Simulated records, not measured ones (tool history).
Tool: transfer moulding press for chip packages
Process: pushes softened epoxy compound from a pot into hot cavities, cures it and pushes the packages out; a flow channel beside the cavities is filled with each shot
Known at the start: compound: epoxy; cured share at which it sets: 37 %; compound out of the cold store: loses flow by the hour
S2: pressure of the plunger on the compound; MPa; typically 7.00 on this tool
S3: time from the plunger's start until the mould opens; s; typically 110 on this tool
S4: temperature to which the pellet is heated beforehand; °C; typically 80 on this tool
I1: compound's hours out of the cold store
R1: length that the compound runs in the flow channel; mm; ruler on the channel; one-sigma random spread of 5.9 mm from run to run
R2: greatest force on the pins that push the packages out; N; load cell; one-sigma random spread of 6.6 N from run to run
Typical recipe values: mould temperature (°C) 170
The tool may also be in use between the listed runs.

Run 1, day 0.000: usual settings; I1 24.5. Result: R1 663 mm, R2 340 N.
Run 2, day 1.029: usual settings; I1 36.7. Result: R1 647 mm, R2 378 N.
At day 1.362: cavities cleaned with cleaning compound and waxed.
Run 3, day 3.038: usual settings; I1 27.3. Result: R1 647 mm, R2 369 N.
At day 3.617: cavities cleaned with cleaning compound and waxed.
Run 4, day 4.975: usual settings but S3 133 s; I1 18.6. Result: R1 656 mm, R2 282 N.
At day 5.858: cavities cleaned with cleaning compound and waxed.
Run 5, day 6.175: usual settings but S3 133 s; I1 31.9. Result: R1 637 mm, R2 256 N.
Run 6, day 7.617: usual settings; I1 37.7. Result: R1 628 mm, R2 370 N.
At day 8.158: cavities cleaned with cleaning compound and waxed.
Run 7, day 9.029: usual settings; I1 24.1. Result: R1 634 mm, R2 315 N.
Run 8, day 10.117: usual settings but S2 8.35 MPa; I1 22.8. Result: R1 692 mm, R2 371 N.
At day 10.467: cavities cleaned with cleaning compound and waxed.
Run 9, day 12.025: usual settings but S2 8.35 MPa; I1 39.7. Result: R1 652 mm, R2 338 N.
At day 12.758: cavities cleaned with cleaning compound and waxed.
Run 10, day 13.462: usual settings but S2 8.35 MPa; I1 29.9. Result: R1 663 mm, R2 296 N.
Run 11, day 14.479: usual settings but S2 8.35 MPa; I1 15.6. Result: R1 682 mm, R2 357 N.
At day 14.904: mould's thermocouples calibrated.
At day 15.146: cavities cleaned with cleaning compound and waxed.
Run 12, day 16.429: usual settings but S2 8.35 MPa; I1 37.9. Result: R1 646 mm, R2 323 N.
At day 17.296: plunger's sealing rings changed.
At day 17.492: cavities cleaned with cleaning compound and waxed.
Run 13, day 18.542: usual settings but S2 8.35 MPa; I1 18.6. Result: R1 750 mm, R2 342 N.
At day 19.788: cavities cleaned with cleaning compound and waxed.
Run 14, day 20.746: usual settings but mould temperature (°C) 172, S2 6.70 MPa, S3 138 s, S4 78 °C; I1 31.3. Result: R1 644 mm, R2 265 N.
Run 15, day 21.688: usual settings but mould temperature (°C) 172, S2 6.70 MPa, S3 138 s, S4 78 °C; I1 26.2. Result: R1 645 mm, R2 294 N.
At day 22.058: cavities cleaned with cleaning compound and waxed.
Run 16, day 23.925: usual settings but mould temperature (°C) 174, S2 6.17 MPa; I1 28.9. Result: R1 613 mm, R2 322 N.
At day 24.408: cavities cleaned with cleaning compound and waxed.
Run 17, day 25.308: usual settings but mould temperature (°C) 174, S2 6.17 MPa; I1 33.0. Result: R1 607 mm, R2 287 N.
At day 25.900: mould's thermocouples calibrated, once more.
Run 18, day 26.338: usual settings but mould temperature (°C) 174, S2 6.50 MPa; I1 9.1. Result: R1 654 mm, R2 315 N.
At day 26.708: cavities cleaned with cleaning compound and waxed.
Run 19, day 27.729: usual settings but mould temperature (°C) 169, S2 8.54 MPa, S3 145 s, S4 89 °C; I1 10.9. Result: R1 753 mm, R2 284 N.
Run 20, day 28.738: usual settings but mould temperature (°C) 169, S2 8.54 MPa, S3 145 s, S4 89 °C; I1 41.1. Result: R1 694 mm, R2 311 N.
At day 28.983: cavities cleaned with cleaning compound and waxed.
Run 21, day 30.171: usual settings but mould temperature (°C) 174, S3 99 s, S4 73 °C; I1 23.7. Result: R1 638 mm, R2 314 N.
At day 31.212: cavities cleaned with cleaning compound and waxed.
Run 22, day 31.679: usual settings but mould temperature (°C) 174, S2 6.77 MPa, S4 73 °C; I1 15.8. Result: R1 641 mm, R2 249 N.
Run 23, day 32.879: usual settings but mould temperature (°C) 171, S2 6.77 MPa, S3 144 s, S4 73 °C; I1 45.7. Result: R1 591 mm, R2 285 N.
At day 33.458: cavities cleaned with cleaning compound and waxed.
Run 24, day 34.471: usual settings but mould temperature (°C) 171, S2 6.77 MPa, S3 144 s, S4 73 °C; I1 15.8. Result: R1 624 mm, R2 263 N.
At day 35.712: cavities cleaned with cleaning compound and waxed.
Run 25, day 36.150: usual settings but mould temperature (°C) 175, S2 6.80 MPa, S3 100 s, S4 90 °C; I1 37.4. Result: R1 579 mm, R2 267 N.
Run 26, day 37.054: usual settings but mould temperature (°C) 175, S2 6.80 MPa, S3 100 s, S4 90 °C; I1 8.6. Result: R1 611 mm, R2 298 N.

A few steps of R1 between consecutive runs. Split each: what settings, incoming material and random variation would produce without the hidden state, and what is left over for the hidden state, along with gauge scatter present in only one of the two compared results (measured, and without hidden state):
Unlogged tool condition in this case: true mould temperature over the reading, C; pressure that reaches the compound, % of what is set; grip of the stained cavities, % over clean ones'; drift of the gauge itself on flow_mm, %; drift of the gauge itself on push_out_n, %.
Run 12 -> 13: plunger's sealing rings changed, cavities cleaned with cleaning compound and waxed. R1 +104 mm: hidden state +81, all else +23.
Run 13 -> 14: mould temperature (°C) 170 -> 172, S2 8.35 -> 6.70, S3 110 -> 138, S4 80 -> 78, cavities cleaned with cleaning compound and waxed. R1 -106 mm: hidden state -6, all else -100.
Run 18 -> 19: mould temperature (°C) 174 -> 169, S2 6.50 -> 8.54, S3 110 -> 145, S4 80 -> 89, cavities cleaned with cleaning compound and waxed. R1 +99 mm: hidden state -12, all else +111.
